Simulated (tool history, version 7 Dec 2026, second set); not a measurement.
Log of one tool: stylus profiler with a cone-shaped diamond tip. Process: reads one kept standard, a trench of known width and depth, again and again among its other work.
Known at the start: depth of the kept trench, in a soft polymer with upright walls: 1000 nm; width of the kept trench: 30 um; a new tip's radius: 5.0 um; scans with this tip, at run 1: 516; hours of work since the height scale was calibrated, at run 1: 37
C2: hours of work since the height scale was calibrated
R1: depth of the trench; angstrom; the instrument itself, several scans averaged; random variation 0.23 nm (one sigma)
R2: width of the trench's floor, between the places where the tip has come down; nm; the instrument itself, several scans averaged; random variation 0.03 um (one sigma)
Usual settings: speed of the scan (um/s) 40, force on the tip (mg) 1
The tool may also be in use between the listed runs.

run 1 day=0 | speed_of_the_scan_(um/s)=40 force_on_the_tip_(mg)=1 | scans_with_this_tip=516 C2=37 | R1=10083.6 R2=23540
run 2 day=0.471 | speed_of_the_scan_(um/s)=40 force_on_the_tip_(mg)=1 | scans_with_this_tip=632 C2=45 | R1=10082.4 R2=23640
run 3 day=0.958 | speed_of_the_scan_(um/s)=35 force_on_the_tip_(mg)=1 | scans_with_this_tip=754 C2=53 | R1=10079.4 R2=23600
run 4 day=1.396 | speed_of_the_scan_(um/s)=35 force_on_the_tip_(mg)=1 | scans_with_this_tip=861 C2=61 | R1=10078.4 R2=23520
run 5 day=1.725 | speed_of_the_scan_(um/s)=40 force_on_the_tip_(mg)=1 | scans_with_this_tip=943 C2=67 | R1=10077.1 R2=23450
run 6 day=2.104 | speed_of_the_scan_(um/s)=11 force_on_the_tip_(mg)=1 | scans_with_this_tip=1037 C2=74 | R1=10078.7 R2=23760
run 7 day=2.508 | speed_of_the_scan_(um/s)=11 force_on_the_tip_(mg)=0.68 | scans_with_this_tip=1137 C2=81 | R1=10058.3 R2=23730
run 8 day=2.929 | speed_of_the_scan_(um/s)=11 force_on_the_tip_(mg)=0.68 | scans_with_this_tip=1241 C2=88 | R1=10060.1 R2=23730
run 9 day=3.333 | speed_of_the_scan_(um/s)=40 force_on_the_tip_(mg)=1 | scans_with_this_tip=1341 C2=95 | R1=10078 R2=23510
run 10 day=3.638 | speed_of_the_scan_(um/s)=40 force_on_the_tip_(mg)=1 | scans_with_this_tip=1417 C2=101 | R1=10074.9 R2=23450
run 11 day=4.221 | speed_of_the_scan_(um/s)=40 force_on_the_tip_(mg)=1 | scans_with_this_tip=1561 C2=111 | R1=10080.5 R2=23420
run 12 day=4.742 | speed_of_the_scan_(um/s)=40 force_on_the_tip_(mg)=1 | scans_with_this_tip=1690 C2=120 | R1=10078.4 R2=23460
run 13 day=5.075 | speed_of_the_scan_(um/s)=40 force_on_the_tip_(mg)=1 | scans_with_this_tip=1772 C2=126 | R1=10079.3 R2=23390
run 14 day=5.683 | speed_of_the_scan_(um/s)=40 force_on_the_tip_(mg)=1 | scans_with_this_tip=1923 C2=136 | R1=10076.8 R2=23360
run 15 day=6.15 | speed_of_the_scan_(um/s)=40 force_on_the_tip_(mg)=1 | scans_with_this_tip=2039 C2=145 | R1=10076 R2=23350
run 16 day=6.421 | speed_of_the_scan_(um/s)=40 force_on_the_tip_(mg)=1 | scans_with_this_tip=2106 C2=149 | R1=10077.6 R2=23370
run 17 day=6.979 | speed_of_the_scan_(um/s)=40 force_on_the_tip_(mg)=1 | scans_with_this_tip=2244 C2=159 | R1=10078.6 R2=23290
run 18 day=7.433 | speed_of_the_scan_(um/s)=31 force_on_the_tip_(mg)=1 | scans_with_this_tip=2356 C2=167 | R1=10072.8 R2=23400
run 19 day=7.821 | speed_of_the_scan_(um/s)=31 force_on_the_tip_(mg)=1 | scans_with_this_tip=2453 C2=174 | R1=10073.4 R2=23420
run 20 day=8.096 | speed_of_the_scan_(um/s)=31 force_on_the_tip_(mg)=1 | scans_with_this_tip=2520 C2=179 | R1=10075.1 R2=23330
-- day=8.175 height scale calibrated on a step standard
run 21 day=8.546 | speed_of_the_scan_(um/s)=132 force_on_the_tip_(mg)=1 | scans_with_this_tip=2627 C2=7 | R1=10070.7 R2=22300
run 22 day=9.046 | speed_of_the_scan_(um/s)=95 force_on_the_tip_(mg)=2.63 | scans_with_this_tip=2751 C2=15 | R1=10148.2 R2=23070
run 23 day=9.433 | speed_of_the_scan_(um/s)=95 force_on_the_tip_(mg)=2.63 | scans_with_this_tip=2846 C2=22 | R1=10147.2 R2=23020
run 24 day=9.788 | speed_of_the_scan_(um/s)=95 force_on_the_tip_(mg)=2.63 | scans_with_this_tip=2934 C2=28 | R1=10144.5 R2=23080
run 25 day=10.088 | speed_of_the_scan_(um/s)=95 force_on_the_tip_(mg)=2.63 | scans_with_this_tip=3008 C2=34 | R1=10146.4 R2=23030
run 26 day=10.496 | speed_of_the_scan_(um/s)=45 force_on_the_tip_(mg)=2.98 | scans_with_this_tip=3109 C2=41 | R1=10157 R2=23380
run 27 day=11.104 | speed_of_the_scan_(um/s)=11 force_on_the_tip_(mg)=2.98 | scans_with_this_tip=3260 C2=51 | R1=10155.5 R2=23540
-- day=11.392 height scale calibrated on a step standard, once more
run 28 day=11.542 | speed_of_the_scan_(um/s)=11 force_on_the_tip_(mg)=2.98 | scans_with_this_tip=3363 C2=3 | R1=10166.9 R2=23550
run 29 day=12.125 | speed_of_the_scan_(um/s)=84 force_on_the_tip_(mg)=0.35 | scans_with_this_tip=3507 C2=13 | R1=10036.1 R2=22120
run 30 day=12.554 | speed_of_the_scan_(um/s)=84 force_on_the_tip_(mg)=0.35 | scans_with_this_tip=3613 C2=20 | R1=10040.7 R2=22120
run 31 day=12.925 | speed_of_the_scan_(um/s)=119 force_on_the_tip_(mg)=0.59 | scans_with_this_tip=3706 C2=27 | R1=10054.8 R2=22010
run 32 day=13.3 | speed_of_the_scan_(um/s)=18 force_on_the_tip_(mg)=0.46 | scans_with_this_tip=3799 C2=34 | R1=10048.4 R2=23280
run 33 day=13.604 | speed_of_the_scan_(um/s)=16 force_on_the_tip_(mg)=0.52 | scans_with_this_tip=3874 C2=39 | R1=10052 R2=23310
run 34 day=13.908 | speed_of_the_scan_(um/s)=122 force_on_the_tip_(mg)=1 | scans_with_this_tip=3949 C2=44 | R1=10078.5 R2=22210
run 35 day=14.258 | speed_of_the_scan_(um/s)=64 force_on_the_tip_(mg)=0.55 | scans_with_this_tip=4035 C2=50 | R1=10049.7 R2=22630
run 36 day=14.696 | speed_of_the_scan_(um/s)=64 force_on_the_tip_(mg)=0.55 | scans_with_this_tip=4144 C2=58 | R1=10053.6 R2=22600
run 37 day=15.112 | speed_of_the_scan_(um/s)=64 force_on_the_tip_(mg)=0.42 | scans_with_this_tip=4247 C2=65 | R1=10042.2 R2=22490

Forecast each of these 4 alternatives for the next run:
run A day=15.508 | speed_of_the_scan_(um/s)=28 force_on_the_tip_(mg)=0.47 | scans_with_this_tip=4345 C2=72 | R1=? R2=?
run B day=15.508 | speed_of_the_scan_(um/s)=20 force_on_the_tip_(mg)=0.54 | scans_with_this_tip=4345 C2=72 | R1=? R2=?
run C day=15.508 | speed_of_the_scan_(um/s)=64 force_on_the_tip_(mg)=0.61 | scans_with_this_tip=4345 C2=72 | R1=? R2=?
run D day=15.508 | speed_of_the_scan_(um/s)=62 force_on_the_tip_(mg)=2.43 | scans_with_this_tip=4345 C2=72 | R1=? R2=?

run=A R1=10045.6 R2=23070
run=B R1=10049.4 R2=23210
run=C R1=10056.5 R2=22670
run=D R1=10143.7 R2=23110
Without the tool's hidden state the same runs would have given:
run=A R1=10049.3 R2=23580
run=B R1=10053 R2=23720
run=C R1=10060.2 R2=23180
run=D R1=10147.4 R2=23620
